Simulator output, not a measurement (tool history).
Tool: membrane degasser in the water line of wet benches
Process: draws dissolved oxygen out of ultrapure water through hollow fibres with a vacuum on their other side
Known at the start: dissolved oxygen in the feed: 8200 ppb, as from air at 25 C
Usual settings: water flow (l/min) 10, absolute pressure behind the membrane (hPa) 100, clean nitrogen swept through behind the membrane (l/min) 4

run	day	water flow (l/min)	absolute pressure behind the membrane (hPa)	clean nitrogen swept through behind the membrane (l/min)	dissolved oxygen in the water behind the degasser (ppb)	pressure that the water loses in the fibres (hPa)
1	0	10	100	4	90.9	632.6
2	3.729	10	100	4	88.4	629.4
3	7.138	10	100	4	90.9	629
4	11.554	10	100	4	90.7	630.6
5	15.717	10	100	4	89.5	629.6
6	19.029	10	100	4	89.6	628.1
7	21.504	10	100	4	90	628.4
# day 22.012: vacuum gauge calibrated
8	25.862	10	100	10.73	63.2	630.1
9	29.45	10	139	1.68	208.9	631.5

The next listed run, before its measurement:
10	32.471	9	139	11.04	?	?

Run 10 gave dissolved oxygen in the water behind the degasser (ppb) 61, pressure that the water loses in the fibres (hPa) 570.9.
Without the tool's hidden state the same run would have given dissolved oxygen in the water behind the degasser (ppb) 53.9, pressure that the water loses in the fibres (hPa) 554.2.
